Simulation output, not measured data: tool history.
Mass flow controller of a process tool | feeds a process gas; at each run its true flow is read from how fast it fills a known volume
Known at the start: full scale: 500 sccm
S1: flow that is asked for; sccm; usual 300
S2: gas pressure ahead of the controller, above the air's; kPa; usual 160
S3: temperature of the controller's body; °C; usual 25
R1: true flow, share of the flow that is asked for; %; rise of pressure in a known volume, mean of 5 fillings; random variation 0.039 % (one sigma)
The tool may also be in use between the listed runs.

run      day   S1   S2  S3     R1
  1        0  300  160  25  98.06
  2    4.992   84  160  25   95.6
  3    8.742  300  160  25  98.07
  4   13.617  300  160  25  98.07
  5   18.925  107  160  25  95.86
  6   22.508  300  160  30  97.66
  7    26.45  300  160  30  97.61
  8   30.146  300  160  26  97.94
  9   34.567  300  160  26  97.96
 10   37.525  300  174  25  98.14
 11   41.804  300  174  25  98.11
 12   45.283  300  174  25  98.06
 13   48.517  300  174  25  98.06
 14   52.867  300  174  25  98.09
 15   55.596  300  160  25  98.02
 16    60.25  300  160  25     98
 17   64.604  300  160  25  97.94
 18   70.254  455  160  25  99.28
 19     74.8  455  160  25  99.34
 20   77.771  455  160  25  99.32
 21   81.292  455  160  25  99.27
 22   86.588  455  160  25  99.26
 23   92.171  305  184  28  97.85
 24   96.088   57  194  38  91.69
 25  100.321   57  194  38   91.6
 26  102.704   92  242  39  93.75
 27  105.542   63  160  24  92.81
 28  110.646   63  160  24   92.7
 29  116.279   63  160  24  92.58
 30  121.771   63  160  24   92.5
 31  124.938   56  160  38  90.59
 32  127.762  116  160  23  95.08
 33  132.804   54  194  23  91.52
 34  138.029  156  142  37   94.8
 35  143.696  156  142  37  94.73
 36  147.058  329  177  26  98.16
 37  149.888  329  256  26  98.58
 38  153.438  384  256  20  99.69

Measured less the same run without the tool's hidden state. The same run-to-run variation is in both; the gauge's scatter may not be:
The hidden state here: flow at rest that the sensor doesn't see, % of full scale; true flow over the shown one, %; drift of the gauge itself on true_pct, %.
run     R1
  1  -0.29
  2   -1.3
  3   -0.3
  4  -0.31
  5  -1.15
  6  -0.33
  7  -0.33
  8  -0.33
  9  -0.34
 10  -0.35
 11  -0.35
 12  -0.36
 13  -0.36
 14  -0.37
 15  -0.37
 16  -0.38
 17  -0.39
 18  -0.14
 19  -0.14
 20  -0.14
 21  -0.14
 22  -0.13
 23  -0.41
 24  -4.17
 25  -4.28
 26  -2.51
 27  -3.95
 28  -4.07
 29   -4.2
 30  -4.32
 31  -5.01
 32  -2.16
 33  -5.42
 34  -1.53
 35  -1.57
 36  -0.42
 37  -0.43
 38  -0.27
